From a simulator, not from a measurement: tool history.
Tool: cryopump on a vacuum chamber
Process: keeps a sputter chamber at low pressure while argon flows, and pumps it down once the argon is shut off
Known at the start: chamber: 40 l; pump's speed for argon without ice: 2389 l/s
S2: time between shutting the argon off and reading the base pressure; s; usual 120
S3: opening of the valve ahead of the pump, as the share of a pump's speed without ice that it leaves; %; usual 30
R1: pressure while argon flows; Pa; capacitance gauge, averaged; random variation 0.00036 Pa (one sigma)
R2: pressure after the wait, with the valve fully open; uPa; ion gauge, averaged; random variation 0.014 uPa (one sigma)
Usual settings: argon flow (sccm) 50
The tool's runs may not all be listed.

{"run": 1, "hour": 0.0, "argon flow (sccm)": 50, "S2": 120, "S3": 30, "R1": 0.1197, "R2": 0.68}
{"run": 2, "hour": 32.1, "argon flow (sccm)": 50, "S2": 120, "S3": 30, "R1": 0.1205, "R2": 0.67}
{"run": 3, "hour": 66.2, "argon flow (sccm)": 50, "S2": 120, "S3": 30, "R1": 0.1204, "R2": 0.65}
{"run": 4, "hour": 93.2, "argon flow (sccm)": 58, "S2": 120, "S3": 30, "R1": 0.1396, "R2": 0.69}
{"run": 5, "hour": 119.1, "argon flow (sccm)": 50, "S2": 120, "S3": 19, "R1": 0.1889, "R2": 0.68}
{"run": 6, "hour": 154.3, "argon flow (sccm)": 50, "S2": 120, "S3": 19, "R1": 0.19, "R2": 0.7}
{"run": 7, "hour": 172.4, "argon flow (sccm)": 50, "S2": 120, "S3": 19, "R1": 0.1889, "R2": 0.66}
{"run": 8, "hour": 187.0, "argon flow (sccm)": 50, "S2": 120, "S3": 30, "R1": 0.1206, "R2": 0.68}
{"run": 9, "hour": 209.5, "argon flow (sccm)": 50, "S2": 120, "S3": 30, "R1": 0.1214, "R2": 0.7}
{"run": 10, "hour": 244.7, "argon flow (sccm)": 50, "S2": 120, "S3": 29, "R1": 0.1255, "R2": 0.66}
{"run": 11, "hour": 264.4, "argon flow (sccm)": 50, "S2": 120, "S3": 29, "R1": 0.125, "R2": 0.68}
{"run": 12, "hour": 294.7, "argon flow (sccm)": 60, "S2": 34, "S3": 30, "R1": 0.1458, "R2": 1.6}
{"run": 13, "hour": 317.6, "argon flow (sccm)": 60, "S2": 34, "S3": 30, "R1": 0.146, "R2": 1.64}
{"run": 14, "hour": 351.0, "argon flow (sccm)": 22, "S2": 120, "S3": 30, "R1": 0.0536, "R2": 0.67}
{"run": 15, "hour": 376.7, "argon flow (sccm)": 50, "S2": 84, "S3": 30, "R1": 0.1213, "R2": 0.88}
{"run": 16, "hour": 399.4, "argon flow (sccm)": 62, "S2": 84, "S3": 30, "R1": 0.1505, "R2": 0.85}
{"run": 17, "hour": 429.4, "argon flow (sccm)": 62, "S2": 84, "S3": 30, "R1": 0.1506, "R2": 0.85}
{"run": 18, "hour": 453.5, "argon flow (sccm)": 62, "S2": 84, "S3": 30, "R1": 0.1509, "R2": 0.84}
{"run": 19, "hour": 469.4, "argon flow (sccm)": 62, "S2": 84, "S3": 30, "R1": 0.1502, "R2": 0.85}
{"run": 20, "hour": 504.6, "argon flow (sccm)": 62, "S2": 84, "S3": 30, "R1": 0.1517, "R2": 0.86}

5 ways to go on from here, each from the tool as it stands after run 20. What would each give?
{"run": "A", "hour": 536.7, "argon flow (sccm)": 50, "S2": 120, "S3": 30, "R1": "?", "R2": "?"}
{"run": "B", "hour": 536.7, "argon flow (sccm)": 52, "S2": 213, "S3": 15, "R1": "?", "R2": "?"}
{"run": "C", "hour": 536.7, "argon flow (sccm)": 62, "S2": 183, "S3": 30, "R1": "?", "R2": "?"}
{"run": "D", "hour": 536.7, "argon flow (sccm)": 51, "S2": 254, "S3": 33, "R1": "?", "R2": "?"}
{"run": "E", "hour": 536.7, "argon flow (sccm)": 43, "S2": 50, "S3": 28, "R1": "?", "R2": "?"}

run=A R1=0.1217 R2=0.71
run=B R1=0.2497 R2=0.53
run=C R1=0.1512 R2=0.56
run=D R1=0.1134 R2=0.48
run=E R1=0.1121 R2=1.25
Without the tool's hidden state the same runs would have given:
run=A R1=0.1176 R2=0.52
run=B R1=0.2453 R2=0.34
run=C R1=0.146 R2=0.37
run=D R1=0.1091 R2=0.28
run=E R1=0.1085 R2=1.06

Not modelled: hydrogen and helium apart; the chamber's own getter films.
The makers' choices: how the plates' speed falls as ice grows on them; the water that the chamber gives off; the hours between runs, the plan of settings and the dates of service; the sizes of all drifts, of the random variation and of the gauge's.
